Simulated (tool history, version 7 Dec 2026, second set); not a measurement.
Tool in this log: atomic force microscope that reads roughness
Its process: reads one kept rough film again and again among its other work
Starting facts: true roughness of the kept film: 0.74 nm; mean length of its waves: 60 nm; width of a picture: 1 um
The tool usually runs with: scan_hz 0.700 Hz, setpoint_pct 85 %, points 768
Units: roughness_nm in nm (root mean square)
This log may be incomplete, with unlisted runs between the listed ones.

run 1 hour=0.0 | scan_hz=0.700 setpoint_pct=85 points=768 | roughness_nm=0.6813
run 2 hour=14.0 | scan_hz=0.700 setpoint_pct=85 points=365 | roughness_nm=0.6802
run 3 hour=31.9 | scan_hz=3.466 setpoint_pct=85 points=365 | roughness_nm=0.5346
run 4 hour=43.7 | scan_hz=3.466 setpoint_pct=85 points=365 | roughness_nm=0.5352
run 5 hour=57.8 | scan_hz=3.466 setpoint_pct=85 points=267 | roughness_nm=0.5330
run 6 hour=71.6 | scan_hz=3.466 setpoint_pct=85 points=267 | roughness_nm=0.5328
run 7 hour=84.4 | scan_hz=3.466 setpoint_pct=85 points=267 | roughness_nm=0.5325
run 8 hour=99.3 | scan_hz=3.466 setpoint_pct=85 points=267 | roughness_nm=0.5324
run 9 hour=108.0 | scan_hz=0.700 setpoint_pct=85 points=768 | roughness_nm=0.6789
run 10 hour=120.4 | scan_hz=0.700 setpoint_pct=85 points=768 | roughness_nm=0.6785
run 11 hour=137.7 | scan_hz=0.700 setpoint_pct=85 points=768 | roughness_nm=0.6796
run 12 hour=150.5 | scan_hz=0.700 setpoint_pct=85 points=768 | roughness_nm=0.6777
run 13 hour=166.4 | scan_hz=0.700 setpoint_pct=85 points=768 | roughness_nm=0.6833
run 14 hour=186.8 | scan_hz=0.700 setpoint_pct=85 points=759 | roughness_nm=0.6825
run 15 hour=202.8 | scan_hz=0.700 setpoint_pct=85 points=759 | roughness_nm=0.6838
run 16 hour=222.3 | scan_hz=0.700 setpoint_pct=85 points=768 | roughness_nm=0.6821
run 17 hour=242.5 | scan_hz=0.700 setpoint_pct=85 points=768 | roughness_nm=0.6823
run 18 hour=262.2 | scan_hz=0.917 setpoint_pct=89 points=408 | roughness_nm=0.6541
run 19 hour=282.8 | scan_hz=0.700 setpoint_pct=75 points=738 | roughness_nm=0.6995
run 20 hour=298.3 | scan_hz=1.449 setpoint_pct=65 points=738 | roughness_nm=0.6938
run 21 hour=313.8 | scan_hz=0.900 setpoint_pct=60 points=738 | roughness_nm=0.7133
run 22 hour=327.4 | scan_hz=0.900 setpoint_pct=60 points=738 | roughness_nm=0.7132
run 23 hour=342.8 | scan_hz=1.140 setpoint_pct=57 points=304 | roughness_nm=0.7124
run 24 hour=356.9 | scan_hz=1.140 setpoint_pct=57 points=304 | roughness_nm=0.7116
run 25 hour=378.0 | scan_hz=3.074 setpoint_pct=68 points=768 | roughness_nm=0.6461
run 26 hour=395.8 | scan_hz=0.559 setpoint_pct=56 points=993 | roughness_nm=0.7228
run 27 hour=417.1 | scan_hz=3.311 setpoint_pct=88 points=292 | roughness_nm=0.5227
run 28 hour=429.7 | scan_hz=3.843 setpoint_pct=59 points=481 | roughness_nm=0.6710
run 29 hour=441.7 | scan_hz=3.843 setpoint_pct=74 points=486 | roughness_nm=0.5954
run 30 hour=452.1 | scan_hz=3.843 setpoint_pct=74 points=486 | roughness_nm=0.5950
run 31 hour=466.6 | scan_hz=1.352 setpoint_pct=62 points=828 | roughness_nm=0.7052
run 32 hour=476.7 | scan_hz=0.589 setpoint_pct=62 points=794 | roughness_nm=0.7199

Not shown here: 4 entries made in the log between runs. Locate each between two listed runs and compare the hidden state at the listed run before it with the hidden state at the listed run after it:
Runs 12 to 13: new tip fitted (hour 163.6)
  radius of the tip, nm: 19.3 -> 10.8
  measured less the result without the state, roughness_nm: -0.0046 -> +0.0001 nm (root mean square)
Runs 22 to 23: height scale calibrated on a step standard (hour 329.5)
  radius of the tip, nm: 17.4 -> 18; height scale over the true one, %: 0.16 -> 0.25
  measured less the result without the state, roughness_nm: -0.0031 -> -0.0028 nm (root mean square)
Runs 25 to 26: height scale calibrated on a step standard, once more (hour 395.8)
  radius of the tip, nm: 19.4 -> 20.1; height scale over the true one, %: 0.27 -> 0.09
  measured less the result without the state, roughness_nm: -0.0031 -> -0.0052 nm (root mean square)
Runs 26 to 27: new tip fitted (hour 415.2)
  radius of the tip, nm: 20.1 -> 10.5; height scale over the true one, %: 0.09 -> 0.1
  measured less the result without the state, roughness_nm: -0.0052 -> +0.0003 nm (root mean square)
